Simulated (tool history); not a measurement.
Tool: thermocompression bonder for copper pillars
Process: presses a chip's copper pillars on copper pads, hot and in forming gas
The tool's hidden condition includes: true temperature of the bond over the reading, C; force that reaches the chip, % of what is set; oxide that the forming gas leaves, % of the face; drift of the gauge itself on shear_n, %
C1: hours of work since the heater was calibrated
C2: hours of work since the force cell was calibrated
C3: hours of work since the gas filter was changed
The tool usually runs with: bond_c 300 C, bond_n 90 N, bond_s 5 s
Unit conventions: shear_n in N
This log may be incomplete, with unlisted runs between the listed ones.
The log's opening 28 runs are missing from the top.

run 29 hour=1186.2 | bond_c=310 bond_n=90 bond_s=5 | C1=634 C2=1355 C3=228 | shear_n=74.5
run 30 hour=1234.6 | bond_c=310 bond_n=79 bond_s=5 | C1=670 C2=1391 C3=264 | shear_n=66.8
run 31 hour=1284.9 | bond_c=310 bond_n=79 bond_s=5 | C1=708 C2=1429 C3=302 | shear_n=66.7
run 32 hour=1314 | bond_c=300 bond_n=91 bond_s=5 | C1=730 C2=1451 C3=324 | shear_n=67.2
-- hour=1359 forming gas filter changed
run 33 hour=1362.4 | bond_c=300 bond_n=91 bond_s=5 | C1=765 C2=1487 C3=3 | shear_n=70.5
run 34 hour=1390.2 | bond_c=300 bond_n=91 bond_s=5 | C1=786 C2=1508 C3=23 | shear_n=69.7
run 35 hour=1430.8 | bond_c=277 bond_n=98 bond_s=5 | C1=817 C2=1538 C3=54 | shear_n=55.4
run 36 hour=1473 | bond_c=272 bond_n=90 bond_s=8 | C1=848 C2=1570 C3=86 | shear_n=56.5

Forecast run 37:
run 37 hour=1502.1 | bond_c=272 bond_n=90 bond_s=8 | C1=870 C2=1592 C3=107 | shear_n=?

shear_n: 56 N
Without the tool's hidden state the same run would have given shear_n 62.6 N.

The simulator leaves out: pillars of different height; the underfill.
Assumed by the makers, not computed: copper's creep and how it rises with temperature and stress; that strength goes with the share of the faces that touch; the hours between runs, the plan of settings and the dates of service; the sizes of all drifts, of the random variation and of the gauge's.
